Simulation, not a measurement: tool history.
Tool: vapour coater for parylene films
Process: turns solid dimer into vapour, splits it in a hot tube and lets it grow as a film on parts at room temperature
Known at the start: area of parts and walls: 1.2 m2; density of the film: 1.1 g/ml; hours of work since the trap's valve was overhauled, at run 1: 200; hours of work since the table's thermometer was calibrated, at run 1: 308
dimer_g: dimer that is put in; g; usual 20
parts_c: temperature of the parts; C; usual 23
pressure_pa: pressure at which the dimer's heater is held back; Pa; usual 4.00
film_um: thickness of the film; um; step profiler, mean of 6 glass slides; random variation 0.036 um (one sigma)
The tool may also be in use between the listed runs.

run   hour  dimer_g  parts_c  pressure_pa  hours of work since the trap's valve was overhauled  hours of work since the table's thermometer was calibrated  film_um
  1    0.0       20       23         4.00                                                  200                                                         308    12.11
      33.8  -- trap's valve overhauled
  2   53.1       20       23         4.00                                                   13                                                         342    12.08
  3  123.8       20       23         5.03                                                   63                                                         391    11.69
  4  194.1       20       23         8.51                                                  111                                                         440    10.85
  5  241.4       20       23         8.51                                                  144                                                         473    10.80
  6  293.7       20       23         8.51                                                  180                                                         509    10.78
     349.9  -- trap's valve overhauled
  7  368.2       20       23         3.20                                                   13                                                         558    12.53
  8  444.2       20       23         4.00                                                   65                                                         611    12.16
  9  504.9       28       23         4.00                                                  108                                                         653    16.92
 10  585.4       28       23         4.00                                                  164                                                         709    16.90
     665.4  -- trap's valve overhauled
 11  665.5       20       20         4.36                                                    0                                                         762    13.52
 12  726.2        8       26         4.09                                                   42                                                         804     4.23
 13  792.4        8       19         4.09                                                   88                                                         850     5.66
 14  829.9       15       26         6.35                                                  114                                                         876     7.44
 15  885.1       16       18         5.01                                                  153                                                         914    11.39
 16  970.0       20       23         7.62                                                  212                                                         973    10.91

Hidden state or all else? Some run-to-run changes of film_um, split into what the settings, what came in and random variation would give without the hidden state, and what is left for the hidden state (with any gauge scatter that isn't in both results):
The hidden state here: vapour lost through the trap's worn valve, %; true temperature of the parts over the reading, C; drift of the gauge itself on film_um, %.
Run 11 -> 12: dimer_g 20 -> 8, parts_c 20 -> 26, pressure_pa 4.36 -> 4.09. film_um -9.29 um: hidden state +0.07, all else -9.36.
